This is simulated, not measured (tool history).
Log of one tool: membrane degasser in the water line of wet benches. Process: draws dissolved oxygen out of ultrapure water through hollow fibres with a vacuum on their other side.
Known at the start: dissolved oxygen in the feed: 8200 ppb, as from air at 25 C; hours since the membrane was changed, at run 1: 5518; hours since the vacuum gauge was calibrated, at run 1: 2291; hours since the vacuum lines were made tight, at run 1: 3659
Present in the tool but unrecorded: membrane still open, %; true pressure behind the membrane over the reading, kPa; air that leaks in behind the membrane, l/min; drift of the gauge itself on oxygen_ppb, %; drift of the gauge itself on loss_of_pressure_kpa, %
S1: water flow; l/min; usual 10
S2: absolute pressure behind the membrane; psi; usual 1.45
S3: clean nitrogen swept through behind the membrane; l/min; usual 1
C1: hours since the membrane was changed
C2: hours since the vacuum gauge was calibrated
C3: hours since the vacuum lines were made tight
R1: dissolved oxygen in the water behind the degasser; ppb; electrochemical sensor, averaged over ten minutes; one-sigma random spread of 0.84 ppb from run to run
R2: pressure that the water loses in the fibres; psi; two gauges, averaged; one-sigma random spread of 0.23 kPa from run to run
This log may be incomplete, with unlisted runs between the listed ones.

run	day	S1	S2	S3	C1	C2	C3	R1	R2
1	0	10	1.45	1	5518	2291	3659	171	8.211
2	10.8	10	1.45	1	5777	2551	3918	169.6	8.222
3	18.492	10	1.45	1	5962	2735	4103	171.6	8.2
4	28.496	10	1.45	1	6202	2975	4343	169.1	8.202
5	37.888	10	1.45	1.04	6427	3201	4568	165.3	8.173
6	48.154	10	1.45	1.04	6673	3447	4815	165.5	8.222
7	57.675	10	1.45	0.76	6902	3675	5043	217	8.125
8	65.208	10	1.45	0.76	7083	3856	5224	216.3	8.163
9	75.771	10	1.45	0.76	7336	4110	5477	215.6	8.173
10	82.7	7	1.45	0.76	7503	4276	5644	148.5	5.765
11	88.462	7	1.45	0.76	7641	4414	5782	149.4	5.726
12	93.662	7	1.45	0.76	7766	4539	5907	149.4	5.73
13	98.604	13	1.45	0.76	7884	4658	6025	293.5	10.644
14	104.433	10	3.57	1	8024	4798	6165	488.4	8.167
15	109.692	10	3.57	1	8150	4924	6292	491.3	8.227
16	120.383	10	1.45	1	8407	5180	6548	170.5	8.119
17	129.762	9	1.74	0.65	8632	5406	6773	283.5	7.423
# day 132.171: vacuum gauge calibrated
18	134.379	9	1.74	0.65	8742	53	6884	283.4	7.346
# day 135.417: seals of the vacuum lines changed
19	141.679	16	1.32	0.99	8916	226	150	284.6	13.082
20	148.262	11	1.96	0.57	9074	384	308	441.4	9.02
21	155.258	11	1.96	0.57	9241	552	476	445.1	9
22	163.962	6	1.45	1.42	9450	761	685	71.6	4.905
23	172.05	6	1.45	1.42	9644	955	879	71.3	4.923
24	180.671	6	1.45	1.1	9851	1162	1086	90.9	4.91
25	190.612	10	1.15	0.5	10090	1401	1325	216.4	8.196
26	201.079	10	1.78	0.45	10341	1652	1576	436.4	8.183
27	210.004	7	1.57	2.01	10555	1866	1790	67.1	5.742
28	216.862	10	2.06	2.57	10720	2031	1955	116.1	8.193
29	223.933	7	1.02	0.52	10890	2200	2124	120.2	5.736
30	228.875	10	1.45	0.47	11008	2319	2243	323.9	8.167
31	235.983	9	1.96	1.67	11179	2490	2414	141.4	7.359

Branching from run 31: 5 alternative next runs. What would each branch give?
A	244.817	9	3.28	2.5	11391	2702	2626	?	?
B	244.817	12	1.13	1.51	11391	2702	2626	?	?
C	244.817	10	1.02	1.13	11391	2702	2626	?	?
D	244.817	7	1.96	1.36	11391	2702	2626	?	?
E	244.817	10	2.47	1	11391	2702	2626	?	?

run	R1	R2
A	176.3	7.382
B	113.2	9.852
C	91.7	8.213
D	131.4	5.726
E	329.8	8.193
Without the tool's hidden state the same runs would have given:
run	R1	R2
A	176.2	7.378
B	113	9.847
C	91.6	8.208
D	131.3	5.723
E	329.6	8.187
